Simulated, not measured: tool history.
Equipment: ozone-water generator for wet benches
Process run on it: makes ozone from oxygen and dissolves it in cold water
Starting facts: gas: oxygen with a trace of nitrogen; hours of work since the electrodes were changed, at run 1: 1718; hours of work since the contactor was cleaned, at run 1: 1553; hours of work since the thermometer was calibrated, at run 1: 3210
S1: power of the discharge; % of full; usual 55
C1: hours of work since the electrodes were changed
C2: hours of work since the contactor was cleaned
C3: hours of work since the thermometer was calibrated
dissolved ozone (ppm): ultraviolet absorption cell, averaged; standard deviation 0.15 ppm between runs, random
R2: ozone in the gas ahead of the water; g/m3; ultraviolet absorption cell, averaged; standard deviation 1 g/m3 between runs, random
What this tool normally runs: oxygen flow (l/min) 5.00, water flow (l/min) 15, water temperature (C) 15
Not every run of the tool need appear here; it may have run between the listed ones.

Run 1, hour 0.0: usual settings; C1 1718; C2 1553; C3 3210. Result: dissolved ozone (ppm) 18.9, R2 170.9 g/m3.
Run 2, hour 95.8: usual settings; C1 1789; C2 1624; C3 3281. Result: dissolved ozone (ppm) 19.0, R2 172.7 g/m3.
Run 3, hour 181.9: usual settings; C1 1853; C2 1688; C3 3345. Result: dissolved ozone (ppm) 18.7, R2 173.1 g/m3.
Run 4, hour 245.3: usual settings; C1 1900; C2 1735; C3 3393. Result: dissolved ozone (ppm) 18.9, R2 174.0 g/m3.
Run 5, hour 309.9: usual settings; C1 1948; C2 1783; C3 3441. Result: dissolved ozone (ppm) 18.9, R2 174.3 g/m3.
Run 6, hour 367.1: usual settings; C1 1991; C2 1826; C3 3483. Result: dissolved ozone (ppm) 18.8, R2 175.7 g/m3.
Run 7, hour 452.2: usual settings but water temperature (C) 10; C1 2054; C2 1889; C3 3547. Result: dissolved ozone (ppm) 20.3, R2 174.5 g/m3.
Run 8, hour 493.6: usual settings but S1 41 % of full, water temperature (C) 10; C1 2085; C2 1920; C3 3577. Result: dissolved ozone (ppm) 17.1, R2 146.1 g/m3.
At hour 549.0: water thermometer calibrated.
Run 9, hour 549.0: usual settings; C1 2126; C2 1961; C3 0. Result: dissolved ozone (ppm) 18.4, R2 175.9 g/m3.
Run 10, hour 605.6: usual settings but oxygen flow (l/min) 5.78; C1 2168; C2 2003; C3 42. Result: dissolved ozone (ppm) 19.1, R2 165.8 g/m3.
Run 11, hour 650.4: usual settings but oxygen flow (l/min) 5.78; C1 2201; C2 2036; C3 75. Result: dissolved ozone (ppm) 19.0, R2 164.1 g/m3.
Run 12, hour 727.3: usual settings but oxygen flow (l/min) 5.78; C1 2259; C2 2094; C3 133. Result: dissolved ozone (ppm) 19.2, R2 164.7 g/m3.
Run 13, hour 813.6: usual settings but oxygen flow (l/min) 5.78; C1 2323; C2 2158; C3 197. Result: dissolved ozone (ppm) 19.0, R2 165.0 g/m3.
Run 14, hour 895.1: usual settings but oxygen flow (l/min) 5.78; C1 2383; C2 2218; C3 258. Result: dissolved ozone (ppm) 19.1, R2 164.4 g/m3.
Run 15, hour 937.1: usual settings but oxygen flow (l/min) 5.78; C1 2415; C2 2250; C3 289. Result: dissolved ozone (ppm) 18.8, R2 165.1 g/m3.
Run 16, hour 1017.4: usual settings but S1 61 % of full, water temperature (C) 20; C1 2474; C2 2309; C3 349. Result: dissolved ozone (ppm) 18.4, R2 185.9 g/m3.
Run 17, hour 1111.9: usual settings but S1 61 % of full, water temperature (C) 20; C1 2545; C2 2380; C3 419. Result: dissolved ozone (ppm) 18.9, R2 186.6 g/m3.
Run 18, hour 1175.2: usual settings but S1 84 % of full, water temperature (C) 20; C1 2592; C2 2427; C3 466. Result: dissolved ozone (ppm) 22.0, R2 228.6 g/m3.
Run 19, hour 1234.5: usual settings but S1 84 % of full, water temperature (C) 20; C1 2636; C2 2471; C3 510. Result: dissolved ozone (ppm) 22.1, R2 227.7 g/m3.
Run 20, hour 1319.0: usual settings but S1 84 % of full, water temperature (C) 20; C1 2699; C2 2534; C3 573. Result: dissolved ozone (ppm) 22.5, R2 226.6 g/m3.
At hour 1365.4: gauge calibrated.
Run 21, hour 1365.4: usual settings but S1 94 % of full; C1 2733; C2 2568; C3 608. Result: dissolved ozone (ppm) 26.1, R2 237.6 g/m3.
Run 22, hour 1445.4: usual settings but S1 73 % of full, oxygen flow (l/min) 3.98, water flow (l/min) 14; C1 2793; C2 2628; C3 667. Result: dissolved ozone (ppm) 23.0, R2 223.6 g/m3.
Run 23, hour 1497.7: usual settings but S1 49 % of full, oxygen flow (l/min) 3.98, water flow (l/min) 18, water temperature (C) 9; C1 2832; C2 2667; C3 706. Result: dissolved ozone (ppm) 15.7, R2 177.4 g/m3.
Run 24, hour 1586.4: usual settings but S1 49 % of full, oxygen flow (l/min) 3.98, water flow (l/min) 18, water temperature (C) 9; C1 2898; C2 2733; C3 772. Result: dissolved ozone (ppm) 15.5, R2 175.9 g/m3.
Run 25, hour 1673.3: usual settings but S1 78 % of full, oxygen flow (l/min) 4.14, water temperature (C) 20; C1 2963; C2 2798; C3 837. Result: dissolved ozone (ppm) 21.2, R2 231.8 g/m3.
Run 26, hour 1736.5: usual settings but S1 96 % of full, oxygen flow (l/min) 4.14, water temperature (C) 9; C1 3010; C2 2845; C3 884. Result: dissolved ozone (ppm) 27.9, R2 259.8 g/m3.
Run 27, hour 1826.2: usual settings but S1 77 % of full, oxygen flow (l/min) 2.98, water flow (l/min) 9, water temperature (C) 12; C1 3076; C2 2911; C3 951. Result: dissolved ozone (ppm) 33.0, R2 261.3 g/m3.
Run 28, hour 1883.1: usual settings but S1 90 % of full, oxygen flow (l/min) 2.98, water flow (l/min) 9, water temperature (C) 10; C1 3119; C2 2954; C3 993. Result: dissolved ozone (ppm) 38.1, R2 288.0 g/m3.
Run 29, hour 1976.7: usual settings but S1 52 % of full, oxygen flow (l/min) 3.18, water flow (l/min) 9, water temperature (C) 10; C1 3188; C2 3023; C3 1063. Result: dissolved ozone (ppm) 27.5, R2 205.4 g/m3.

Hidden state at the last listed run before each entry between runs and at the first one after, where it differs:
Logged between run 8 and run 9: water thermometer calibrated (hour 549.0)
  drift of the gauge itself on gas_g_m3, %: 1.06 -> 1.18
  measured value less the no-hidden-state value, R2: +1.5 -> +2.0 g/m3
Logged between run 20 and run 21: gauge calibrated (hour 1365.4)
  drift of the gauge itself on gas_g_m3, %: 2.83 -> 0
  measured value less the no-hidden-state value, R2: +6.1 -> -0.2 g/m3
